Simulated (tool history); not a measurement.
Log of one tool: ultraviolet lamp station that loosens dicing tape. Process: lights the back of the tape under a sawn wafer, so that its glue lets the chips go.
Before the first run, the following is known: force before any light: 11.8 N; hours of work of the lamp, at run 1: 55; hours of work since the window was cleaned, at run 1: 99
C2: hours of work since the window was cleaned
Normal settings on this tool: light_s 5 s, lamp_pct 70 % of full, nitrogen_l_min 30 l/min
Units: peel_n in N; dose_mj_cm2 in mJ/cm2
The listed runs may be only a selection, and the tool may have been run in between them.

Run 1, hour 0: usual settings; hours of work of the lamp 55; C2 99. Result: peel_n 0.448 N, dose_mj_cm2 338 mJ/cm2.
Run 2, hour 66.3: usual settings; hours of work of the lamp 89; C2 133. Result: peel_n 0.456 N, dose_mj_cm2 342 mJ/cm2.
Run 3, hour 101.4: usual settings but lamp_pct 68 % of full; hours of work of the lamp 107; C2 150. Result: peel_n 0.474 N, dose_mj_cm2 330 mJ/cm2.
Run 4, hour 146.6: usual settings but nitrogen_l_min 16 l/min; hours of work of the lamp 129; C2 173. Result: peel_n 0.792 N, dose_mj_cm2 339 mJ/cm2.
Run 5, hour 175.1: usual settings; hours of work of the lamp 144; C2 188. Result: peel_n 0.442 N, dose_mj_cm2 339 mJ/cm2.
Run 6, hour 227.5: usual settings but light_s 3 s; hours of work of the lamp 170; C2 214. Result: peel_n 1.275 N, dose_mj_cm2 202 mJ/cm2.
Run 7, hour 294.7: usual settings but light_s 3 s; hours of work of the lamp 204; C2 248. Result: peel_n 1.278 N, dose_mj_cm2 203 mJ/cm2.
Run 8, hour 355.7: usual settings but light_s 3 s; hours of work of the lamp 235; C2 279. Result: peel_n 1.288 N, dose_mj_cm2 201 mJ/cm2.
Run 9, hour 404.4: usual settings; hours of work of the lamp 260; C2 303. Result: peel_n 0.461 N, dose_mj_cm2 333 mJ/cm2.
Run 10, hour 464.5: usual settings but lamp_pct 65 % of full; hours of work of the lamp 290; C2 334. Result: peel_n 0.506 N, dose_mj_cm2 312 mJ/cm2.
Run 11, hour 520.4: usual settings but lamp_pct 65 % of full; hours of work of the lamp 318; C2 362. Result: peel_n 0.519 N, dose_mj_cm2 313 mJ/cm2.
Run 12, hour 574.9: usual settings but lamp_pct 65 % of full; hours of work of the lamp 346; C2 390. Result: peel_n 0.509 N, dose_mj_cm2 316 mJ/cm2.
Run 13, hour 641: usual settings but light_s 6 s; hours of work of the lamp 379; C2 423. Result: peel_n 0.339 N, dose_mj_cm2 402 mJ/cm2.
Run 14, hour 696: usual settings; hours of work of the lamp 407; C2 451. Result: peel_n 0.437 N, dose_mj_cm2 337 mJ/cm2.
Run 15, hour 740.5: usual settings; hours of work of the lamp 429; C2 473. Result: peel_n 0.462 N, dose_mj_cm2 336 mJ/cm2.
Run 16, hour 798.3: usual settings; hours of work of the lamp 459; C2 502. Result: peel_n 0.461 N, dose_mj_cm2 338 mJ/cm2.
Run 17, hour 830.5: usual settings; hours of work of the lamp 475; C2 519. Result: peel_n 0.459 N, dose_mj_cm2 332 mJ/cm2.
Run 18, hour 865.8: usual settings but nitrogen_l_min 50 l/min; hours of work of the lamp 493; C2 536. Result: peel_n 0.33 N, dose_mj_cm2 337 mJ/cm2.
Run 19, hour 920.1: usual settings but lamp_pct 81 % of full, nitrogen_l_min 50 l/min; hours of work of the lamp 520; C2 564. Result: peel_n 0.279 N, dose_mj_cm2 391 mJ/cm2.
Run 20, hour 983.9: usual settings but lamp_pct 89 % of full, nitrogen_l_min 10 l/min; hours of work of the lamp 552; C2 596. Result: peel_n 0.736 N, dose_mj_cm2 428 mJ/cm2.
Run 21, hour 1018.5: usual settings but lamp_pct 89 % of full, nitrogen_l_min 10 l/min; hours of work of the lamp 570; C2 614. Result: peel_n 0.721 N, dose_mj_cm2 422 mJ/cm2.
Run 22, hour 1055.4: usual settings but lamp_pct 89 % of full, nitrogen_l_min 10 l/min; hours of work of the lamp 588; C2 632. Result: peel_n 0.76 N, dose_mj_cm2 423 mJ/cm2.
At hour 1064.6: window cleaned of glue's vapour.
Run 23, hour 1107.6: usual settings but light_s 4 s, lamp_pct 67 % of full, nitrogen_l_min 12 l/min; hours of work of the lamp 615; C2 22. Result: peel_n 1.806 N, dose_mj_cm2 257 mJ/cm2.
Run 24, hour 1150.5: usual settings but light_s 7 s, lamp_pct 63 % of full, nitrogen_l_min 32 l/min; hours of work of the lamp 636; C2 43. Result: peel_n 0.289 N, dose_mj_cm2 421 mJ/cm2.
At hour 1204.9: lamp changed.
Run 25, hour 1209.2: usual settings but light_s 7 s, lamp_pct 63 % of full, nitrogen_l_min 11 l/min; hours of work of the lamp 2; C2 73. Result: peel_n 0.701 N, dose_mj_cm2 423 mJ/cm2.
Run 26, hour 1248: usual settings but lamp_pct 82 % of full, nitrogen_l_min 27 l/min; hours of work of the lamp 22; C2 92. Result: peel_n 0.356 N, dose_mj_cm2 398 mJ/cm2.
Run 27, hour 1286.5: usual settings but lamp_pct 82 % of full, nitrogen_l_min 27 l/min; hours of work of the lamp 41; C2 112. Result: peel_n 0.383 N, dose_mj_cm2 397 mJ/cm2.
Run 28, hour 1345: usual settings but light_s 9 s, lamp_pct 64 % of full, nitrogen_l_min 27 l/min; hours of work of the lamp 71; C2 141. Result: peel_n 0.257 N, dose_mj_cm2 555 mJ/cm2.
Run 29, hour 1394: usual settings but light_s 9 s, lamp_pct 99 % of full, nitrogen_l_min 16 l/min; hours of work of the lamp 95; C2 166. Result: peel_n 0.221 N, dose_mj_cm2 853 mJ/cm2.
Run 30, hour 1458.6: usual settings but light_s 9 s, lamp_pct 99 % of full, nitrogen_l_min 10 l/min; hours of work of the lamp 128; C2 198. Result: peel_n 0.251 N, dose_mj_cm2 859 mJ/cm2.
Run 31, hour 1487.4: usual settings but light_s 3 s, lamp_pct 78 % of full, nitrogen_l_min 10 l/min; hours of work of the lamp 143; C2 213. Result: peel_n 2.463 N, dose_mj_cm2 231 mJ/cm2.
Run 32, hour 1532.4: usual settings but light_s 3 s, lamp_pct 78 % of full, nitrogen_l_min 10 l/min; hours of work of the lamp 165; C2 236. Result: peel_n 2.502 N, dose_mj_cm2 224 mJ/cm2.
Run 33, hour 1586.9: usual settings but light_s 2 s, lamp_pct 81 % of full, nitrogen_l_min 57 l/min; hours of work of the lamp 193; C2 263. Result: peel_n 1.351 N, dose_mj_cm2 160 mJ/cm2.
Run 34, hour 1647.1: usual settings but light_s 4 s, lamp_pct 84 % of full, nitrogen_l_min 53 l/min; hours of work of the lamp 223; C2 294. Result: peel_n 0.333 N, dose_mj_cm2 318 mJ/cm2.
Run 35, hour 1712.5: usual settings but light_s 4 s, lamp_pct 83 % of full, nitrogen_l_min 11 l/min; hours of work of the lamp 256; C2 327. Result: peel_n 1.259 N, dose_mj_cm2 319 mJ/cm2.
Run 36, hour 1767.9: usual settings but light_s 4 s, lamp_pct 61 % of full, nitrogen_l_min 56 l/min; hours of work of the lamp 284; C2 355. Result: peel_n 0.598 N, dose_mj_cm2 232 mJ/cm2.
Run 37, hour 1829.1: usual settings but light_s 6 s, lamp_pct 78 % of full, nitrogen_l_min 59 l/min; hours of work of the lamp 315; C2 386. Result: peel_n 0.244 N, dose_mj_cm2 453 mJ/cm2.

What differs in the tool's unlogged condition from the final listed run ahead of each entry between runs to the first listed run following it?
From run 22 to run 23: window cleaned of glue's vapour (hour 1064.6)
  both runs share identical hidden conditions
From run 24 to run 25: lamp changed (hour 1204.9)
  lamp's light, % of a new lamp's: 99.8 -> 100
